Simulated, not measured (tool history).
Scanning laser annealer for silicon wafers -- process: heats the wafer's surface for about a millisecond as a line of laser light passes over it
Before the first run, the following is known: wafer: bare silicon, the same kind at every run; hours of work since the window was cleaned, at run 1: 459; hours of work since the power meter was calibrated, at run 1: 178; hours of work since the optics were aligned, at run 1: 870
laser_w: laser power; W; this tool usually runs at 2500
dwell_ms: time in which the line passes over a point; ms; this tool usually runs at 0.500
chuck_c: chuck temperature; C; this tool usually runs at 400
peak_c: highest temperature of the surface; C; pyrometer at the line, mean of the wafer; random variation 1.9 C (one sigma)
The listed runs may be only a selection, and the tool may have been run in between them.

run   hour  laser_w  dwell_ms  chuck_c  hours of work since the window was cleaned  hours of work since the power meter was calibrated  hours of work since the optics were aligned  peak_c
  1    0.0     2500     0.500      400                                         459                                                 178                                          870    1091
  2    9.0     2500     0.500      400                                         465                                                 184                                          876    1088
  3   18.8     2500     0.500      400                                         472                                                 191                                          883    1092
  4   28.3     2500     0.500      400                                         479                                                 198                                          890    1088
  5   33.9     2500     0.500      400                                         483                                                 202                                          894    1086
  6   38.1     2500     0.500      389                                         486                                                 205                                          897    1079
  7   46.9     2500     0.500      389                                         492                                                 211                                          903    1081
  8   51.2     2500     0.500      389                                         495                                                 214                                          906    1079
  9   57.5     2500     0.500      389                                         499                                                 218                                          910    1075
 10   63.2     2500     0.500      389                                         503                                                 222                                          914    1078
 11   71.6     2500     0.460      400                                         509                                                 228                                          920    1056
 12   78.8     2500     0.420      400                                         514                                                 233                                          925    1024
 13   88.6     2500     0.374      400                                         521                                                 240                                          932     983
      95.0  -- window over the wafer cleaned
 14   98.7     2500     0.512      400                                           3                                                 246                                          938    1088
 15  103.8     2500     0.512      400                                           6                                                 249                                          941    1087
 16  109.1     2500     0.512      400                                          10                                                 253                                          945    1087
 17  116.7     2500     0.500      400                                          15                                                 258                                          950    1075
     123.3  -- optics aligned, line set to its width
     125.8  -- window over the wafer cleaned, once more
 18  129.7     2500     0.500      400                                           3                                                 263                                            3    1135
 19  134.0     2557     0.604      409                                           6                                                 266                                            6    1245
 20  141.8     2560     0.604      422                                          11                                                 271                                           12    1260
 21  147.2     2500     0.500      412                                          15                                                 275                                           15    1143
 22  157.1     2744     0.615      412                                          22                                                 282                                           22    1332
 23  165.4     2500     0.468      400                                          28                                                 288                                           28    1105
 24  169.6     2500     0.452      418                                          31                                                 290                                           31    1108
 25  174.8     2500     0.369      392                                          34                                                 294                                           35    1012
 26  180.4     2500     0.369      392                                          38                                                 298                                           39    1013
 27  189.2     2500     0.369      392                                          44                                                 304                                           45    1013
 28  197.6     2500     0.369      392                                          50                                                 310                                           51    1011
 29  207.5     2500     0.369      392                                          57                                                 317                                           58    1010
 30  214.9     2261     0.607      377                                          62                                                 322                                           63    1089
 31  224.4     2261     0.607      377                                          69                                                 329                                           69    1091
 32  229.1     2504     0.609      388                                          72                                                 332                                           73    1202
 33  237.0     2385     0.609      388                                          78                                                 338                                           78    1157
 34  243.0     2600     0.558      433                                          82                                                 342                                           82    1243
 35  248.6     2573     0.532      404                                          86                                                 346                                           86    1185

What if the next run were any one of these 3? Each begins from the tool's condition after run 35:
  A  254.1     2500     0.402      400                                          90                                                 350                                           90       ?
  B  254.1     2573     0.532      366                                          90                                                 350                                           90       ?
  C  254.1     2139     0.409      385                                          90                                                 350                                           90       ?

run  peak_c
  A    1046
  B    1146
  C     919
Without the tool's hidden state the same runs would have given:
run  peak_c
  A    1054
  B    1155
  C     925

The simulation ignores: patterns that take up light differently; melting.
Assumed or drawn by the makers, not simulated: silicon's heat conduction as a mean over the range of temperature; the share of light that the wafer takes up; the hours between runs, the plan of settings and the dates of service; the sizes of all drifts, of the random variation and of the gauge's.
